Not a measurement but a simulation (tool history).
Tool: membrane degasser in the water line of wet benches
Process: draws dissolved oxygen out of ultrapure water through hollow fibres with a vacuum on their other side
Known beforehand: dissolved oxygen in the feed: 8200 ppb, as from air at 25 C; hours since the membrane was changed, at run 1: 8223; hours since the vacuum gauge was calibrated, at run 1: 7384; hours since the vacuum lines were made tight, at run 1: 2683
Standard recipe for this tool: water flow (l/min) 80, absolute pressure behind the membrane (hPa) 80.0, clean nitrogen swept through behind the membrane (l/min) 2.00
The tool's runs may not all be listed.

| run | hour | water flow (l/min) | absolute pressure behind the membrane (hPa) | clean nitrogen swept through behind the membrane (l/min) | hours since the membrane was changed | hours since the vacuum gauge was calibrated | hours since the vacuum lines were made tight | dissolved oxygen in the water behind the degasser (ppb) | pressure that the water loses in the fibres (hPa) |
|---|---|---|---|---|---|---|---|---|---|
| 1 | 0.0 | 80 | 80.0 | 2.00 | 8223 | 7384 | 2683 | 383.3 | 632.6 |
|  | 58.9 | vacuum gauge calibrated |
| 2 | 185.9 | 80 | 80.0 | 2.00 | 8409 | 127 | 2869 | 370.2 | 637.6 |
| 3 | 481.1 | 80 | 80.0 | 2.00 | 8704 | 422 | 3164 | 375.4 | 635.2 |
| 4 | 708.1 | 80 | 80.0 | 4.48 | 8931 | 649 | 3391 | 195.1 | 630.8 |
| 5 | 1004.2 | 80 | 80.0 | 4.48 | 9227 | 945 | 3687 | 196.5 | 632.1 |
| 6 | 1271.3 | 80 | 80.0 | 4.48 | 9494 | 1212 | 3954 | 197.0 | 635.6 |
| 7 | 1453.4 | 80 | 80.0 | 2.00 | 9676 | 1395 | 4136 | 383.5 | 628.1 |
| 8 | 1601.1 | 80 | 80.0 | 2.08 | 9824 | 1542 | 4284 | 365.6 | 638.4 |
| 9 | 1819.1 | 51 | 80.0 | 2.00 | 10042 | 1760 | 4502 | 254.6 | 402.0 |
| 10 | 2034.1 | 51 | 80.0 | 2.00 | 10257 | 1975 | 4717 | 260.6 | 401.8 |
| 11 | 2184.0 | 51 | 80.0 | 2.00 | 10407 | 2125 | 4867 | 261.2 | 403.6 |
| 12 | 2469.1 | 51 | 80.0 | 2.00 | 10692 | 2410 | 5152 | 258.7 | 400.4 |
| 13 | 2699.9 | 62 | 80.0 | 2.00 | 10923 | 2641 | 5383 | 305.5 | 490.7 |
| 14 | 2923.9 | 62 | 162.8 | 2.00 | 11147 | 2865 | 5607 | 788.8 | 486.0 |
| 15 | 3161.7 | 80 | 124.9 | 2.00 | 11384 | 3103 | 5845 | 699.6 | 628.5 |
| 16 | 3301.7 | 77 | 124.9 | 2.00 | 11524 | 3243 | 5985 | 683.1 | 598.1 |
| 17 | 3456.0 | 77 | 142.4 | 2.09 | 11679 | 3397 | 6139 | 770.0 | 605.4 |
| 18 | 3617.3 | 70 | 193.6 | 2.00 | 11840 | 3558 | 6300 | 1034.1 | 548.6 |
| 19 | 3824.0 | 70 | 193.6 | 2.00 | 12047 | 3765 | 6507 | 1054.1 | 546.1 |
| 20 | 4037.9 | 70 | 185.8 | 2.00 | 12261 | 3979 | 6721 | 997.3 | 544.5 |
| 21 | 4251.0 | 70 | 185.8 | 2.00 | 12474 | 4192 | 6934 | 999.2 | 542.1 |
| 22 | 4471.0 | 65 | 188.8 | 2.95 | 12694 | 4412 | 7154 | 718.7 | 508.0 |
| 23 | 4701.0 | 65 | 188.8 | 2.95 | 12924 | 4642 | 7384 | 706.2 | 509.2 |
| 24 | 4875.3 | 81 | 80.0 | 4.56 | 13098 | 4816 | 7558 | 194.5 | 631.4 |
| 25 | 5166.2 | 55 | 114.8 | 2.64 | 13389 | 5107 | 7849 | 376.0 | 425.4 |
| 26 | 5456.4 | 55 | 114.8 | 2.64 | 13679 | 5398 | 8139 | 365.6 | 427.6 |
|  | 5744.8 | membrane cartridge changed |
| 27 | 5746.5 | 55 | 133.2 | 1.42 | 2 | 5684 | 8425 | 727.1 | 429.6 |
| 28 | 5991.1 | 55 | 133.2 | 1.42 | 246 | 5928 | 8670 | 737.9 | 423.8 |
| 29 | 6193.2 | 80 | 132.9 | 2.00 | 448 | 6130 | 8872 | 759.7 | 614.8 |
|  | 6388.5 | gauge calibrated |
| 30 | 6460.7 | 53 | 48.7 | 2.64 | 716 | 6398 | 9140 | 74.6 | 421.2 |

3 ways to go on from here, each from the tool as it stands after run 30. What would each give?
| A | 6634.2 | 102 | 164.6 | 2.64 | 889 | 6571 | 9313 | ? | ? |
| B | 6634.2 | 50 | 103.4 | 2.64 | 889 | 6571 | 9313 | ? | ? |
| C | 6634.2 | 94 | 48.7 | 1.65 | 889 | 6571 | 9313 | ? | ? |

| run | dissolved oxygen in the water behind the degasser (ppb) | pressure that the water loses in the fibres (hPa) |
|---|---|---|
| A | 950.0 | 805.9 |
| B | 298.1 | 396.3 |
| C | 186.2 | 743.5 |
Without the tool's unlogged condition, the same runs would have read:
| run | dissolved oxygen in the water behind the degasser (ppb) | pressure that the water loses in the fibres (hPa) |
|---|---|---|
| A | 949.1 | 806.5 |
| B | 297.4 | 396.6 |
| C | 184.8 | 744.1 |
